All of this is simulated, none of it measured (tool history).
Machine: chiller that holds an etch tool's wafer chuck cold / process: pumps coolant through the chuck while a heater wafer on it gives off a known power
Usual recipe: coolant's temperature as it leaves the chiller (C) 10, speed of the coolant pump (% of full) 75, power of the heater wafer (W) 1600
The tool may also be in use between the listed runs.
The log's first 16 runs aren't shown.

run      day  coolant's temperature as it leaves the chiller (C)  speed of the coolant pump (% of full)  power of the heater wafer (W)  hours since the coolant was changed and the channels were flushed  hours since the pump was overhauled  hours since the chiller's thermometer was calibrated  chuck's temperature once it has settled (C)  how much warmer the coolant comes back (C)
 17   71.479                                                  10                                     75                           1489                                                               8333                                 5153                                                   646                                         20.2                                        4.18
 18   75.825                                                   1                                     75                            813                                                               8438                                 5257                                                   750                                          6.7                                        2.31
 19   79.388                                                   1                                     75                            813                                                               8523                                 5343                                                   835                                          6.7                                        2.34
 20   84.100                                                   1                                     75                            813                                                               8636                                 5456                                                   948                                          6.7                                        2.26
 21   89.112                                                   9                                     62                           1175                                                               8757                                 5576                                                  1069                                         18.2                                        4.00
 22   91.917                                                   9                                     62                           1175                                                               8824                                 5643                                                  1136                                         18.4                                        4.02
 23   98.133                                                  10                                     75                           1011                                                               8973                                 5793                                                  1285                                         17.2                                        2.83
 24  104.150                                                   9                                     62                           2000                                                               9117                                 5937                                                  1430                                         25.2                                        6.74
 25  107.675                                                   9                                     62                           2000                                                               9202                                 6022                                                  1514                                         25.0                                        6.80
     109.200  -- coolant changed, channels flushed
 26  111.133                                                   0                                     75                            910                                                                 46                                 6099                                                  1591                                          6.0                                        2.52
 27  115.117                                                  18                                     67                           1923                                                                142                                 6194                                                  1687                                         31.6                                        6.14
 28  118.696                                                  18                                     67                           1923                                                                228                                 6280                                                  1773                                         31.4                                        6.07
 29  123.362                                                  10                                     92                           1211                                                                340                                 6392                                                  1885                                         16.8                                        2.89

Run 30 comes next. What will it give?
 30  129.479                                                   6                                     98                           1236                                                                487                                 6539                                                  2032                                            ?                                           ?

chuck's temperature once it has settled (C): 12.8
how much warmer the coolant comes back (C): 2.72
Were there no unlogged condition in the tool, this run, its random variation unchanged, would have produced chuck's temperature once it has settled (C) 12.5, how much warmer the coolant comes back (C) 2.53.
